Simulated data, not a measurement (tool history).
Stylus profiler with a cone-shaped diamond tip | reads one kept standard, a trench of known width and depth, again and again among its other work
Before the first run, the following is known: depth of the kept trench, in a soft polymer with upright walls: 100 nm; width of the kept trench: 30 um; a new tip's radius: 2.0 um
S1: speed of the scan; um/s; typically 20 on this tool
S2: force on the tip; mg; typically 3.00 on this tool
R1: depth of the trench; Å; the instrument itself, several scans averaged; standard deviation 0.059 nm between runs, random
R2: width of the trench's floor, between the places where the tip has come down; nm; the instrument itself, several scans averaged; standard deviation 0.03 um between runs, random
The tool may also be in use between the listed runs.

run,day,S1,S2,R1,R2
1,0.000,20,3.00,1004.0,28380
2,1.238,20,3.00,1004.3,28410
# day 1.517: height scale calibrated on a step standard
3,2.212,20,3.00,1001.8,28400
4,3.500,20,3.00,1001.4,28400
5,4.329,20,3.00,1002.3,28420
6,5.758,20,3.20,1003.2,28430
7,6.683,20,3.00,1002.4,28400
8,7.754,20,7.24,1009.9,28440
9,9.567,20,7.24,1009.3,28400
10,10.788,20,4.23,1004.3,28420
# day 11.054: height scale calibrated on a step standard, once more
11,12.567,20,4.23,1013.4,28370
12,14.342,20,4.23,1013.9,28390
13,16.042,20,4.23,1013.1,28420
14,17.175,20,4.23,1012.5,28390
15,18.762,20,4.23,1012.9,28430
16,20.146,6,3.00,1009.9,28400
17,21.179,6,3.17,1010.5,28410
18,22.654,6,3.17,1009.7,28380
19,24.475,16,3.00,1010.0,28350
20,25.758,16,3.00,1010.9,28350
21,27.575,6,9.00,1020.1,28380
22,28.612,6,9.00,1020.3,28370
23,29.600,16,1.60,1005.9,28310
24,30.696,16,3.23,1009.3,28360
25,31.862,16,3.23,1009.6,28300
26,32.633,20,4.68,1013.0,28340
27,33.633,6,5.95,1014.3,28380
28,35.121,5,2.25,1007.3,28420
29,35.921,5,2.25,1007.5,28340
30,37.217,6,2.25,1007.3,28370
31,37.975,6,2.25,1006.5,28320
32,38.996,6,2.25,1007.4,28410
33,40.383,6,2.25,1005.9,28350
34,41.296,40,6.88,1014.9,28260
35,42.858,73,2.22,1005.7,27950
36,44.162,13,2.66,1007.0,28340
37,45.854,13,5.19,1012.9,28290
38,47.325,11,2.99,1007.9,28330
# day 47.525: new tip fitted, height scale calibrated
39,48.200,54,7.95,1019.6,28590
40,49.688,12,3.00,1010.1,28730

Pick out some run-to-run changes in R1. Of each, how much would a tool without hidden state show as well, from the settings, what came in and chance, and how much is left for the hidden state and any gauge scatter not in both results compared?
What the log doesn't record here: radius of the tip, um; height scale over the true one, %; drift of the gauge itself on depth_nm, %; drift of the gauge itself on floor_um, %.
Run 2 -> 3: height scale calibrated on a step standard. R1 -2.5 Å: hidden state -2.3, all else -0.2.
Run 10 -> 11: height scale calibrated on a step standard, once more. R1 +9.1 Å: hidden state +9.3, all else -0.2.
Run 22 -> 23: S1 6 -> 16, S2 9.00 -> 1.60. R1 -14.4 Å: hidden state -0.1, all else -14.3.
Run 38 -> 39: S1 11 -> 54, S2 2.99 -> 7.95, new tip fitted, height scale calibrated. R1 +11.7 Å: hidden state +2.6, all else +9.1.
Run 39 -> 40: S1 54 -> 12, S2 7.95 -> 3.00. R1 -9.5 Å: hidden state -0.1, all else -9.4.
